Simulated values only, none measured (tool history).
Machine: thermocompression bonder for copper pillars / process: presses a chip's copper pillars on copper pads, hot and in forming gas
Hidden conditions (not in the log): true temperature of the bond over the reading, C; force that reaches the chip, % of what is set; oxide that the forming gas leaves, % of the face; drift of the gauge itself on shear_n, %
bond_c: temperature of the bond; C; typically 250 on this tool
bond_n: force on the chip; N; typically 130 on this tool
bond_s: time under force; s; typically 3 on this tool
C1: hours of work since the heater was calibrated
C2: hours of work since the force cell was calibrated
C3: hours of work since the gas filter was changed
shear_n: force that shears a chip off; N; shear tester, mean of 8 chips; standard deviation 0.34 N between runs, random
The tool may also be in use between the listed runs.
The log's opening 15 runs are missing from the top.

run 16 hour=618.1 | bond_c=228 bond_n=83 bond_s=3 | C1=788 C2=600 C3=56 | shear_n=34.4
run 17 hour=650.6 | bond_c=260 bond_n=182 bond_s=7 | C1=811 C2=623 C3=80 | shear_n=95.6
run 18 hour=702.0 | bond_c=279 bond_n=182 bond_s=2 | C1=847 C2=660 C3=116 | shear_n=90.5
run 19 hour=726.4 | bond_c=279 bond_n=177 bond_s=2 | C1=865 C2=677 C3=133 | shear_n=89.3
run 20 hour=772.0 | bond_c=231 bond_n=130 bond_s=3 | C1=897 C2=709 C3=165 | shear_n=55.2
run 21 hour=812.4 | bond_c=236 bond_n=154 bond_s=4 | C1=925 C2=738 C3=194 | shear_n=71.4
run 22 hour=842.9 | bond_c=236 bond_n=154 bond_s=4 | C1=947 C2=759 C3=216 | shear_n=71.6
run 23 hour=881.0 | bond_c=236 bond_n=154 bond_s=4 | C1=974 C2=786 C3=243 | shear_n=70.9
run 24 hour=913.2 | bond_c=258 bond_n=82 bond_s=3 | C1=997 C2=809 C3=265 | shear_n=52.6
-- hour=937.5 heater calibrated with a thermocouple chip
run 25 hour=944.7 | bond_c=226 bond_n=130 bond_s=3 | C1=5 C2=830 C3=286 | shear_n=51.5
run 26 hour=973.7 | bond_c=240 bond_n=115 bond_s=3 | C1=26 C2=850 C3=307 | shear_n=55.4
-- hour=1009.1 forming gas filter changed
run 27 hour=1010.1 | bond_c=240 bond_n=115 bond_s=3 | C1=51 C2=876 C3=1 | shear_n=55.2
run 28 hour=1048.3 | bond_c=222 bond_n=148 bond_s=9 | C1=78 C2=903 C3=28 | shear_n=73.6
run 29 hour=1091.6 | bond_c=273 bond_n=180 bond_s=2 | C1=109 C2=934 C3=58 | shear_n=87.7
run 30 hour=1143.9 | bond_c=273 bond_n=180 bond_s=2 | C1=146 C2=971 C3=95 | shear_n=87.8
run 31 hour=1190.2 | bond_c=270 bond_n=94 bond_s=2 | C1=178 C2=1003 C3=128 | shear_n=58.8
run 32 hour=1228.3 | bond_c=270 bond_n=94 bond_s=2 | C1=205 C2=1030 C3=155 | shear_n=59.0

Below are 3 alternative next runs, each starting from the tool's condition after run 32. Predict each:
run A hour=1269.2 | bond_c=244 bond_n=193 bond_s=2 | C1=234 C2=1059 C3=184 | shear_n=?
run B hour=1269.2 | bond_c=278 bond_n=104 bond_s=2 | C1=234 C2=1059 C3=184 | shear_n=?
run C hour=1269.2 | bond_c=261 bond_n=113 bond_s=2 | C1=234 C2=1059 C3=184 | shear_n=?

run=A shear_n=74.7
run=B shear_n=68.4
run=C shear_n=61.8
Without the tool's unlogged condition, the same runs would have read:
run=A shear_n=74.8
run=B shear_n=68.6
run=C shear_n=62.0

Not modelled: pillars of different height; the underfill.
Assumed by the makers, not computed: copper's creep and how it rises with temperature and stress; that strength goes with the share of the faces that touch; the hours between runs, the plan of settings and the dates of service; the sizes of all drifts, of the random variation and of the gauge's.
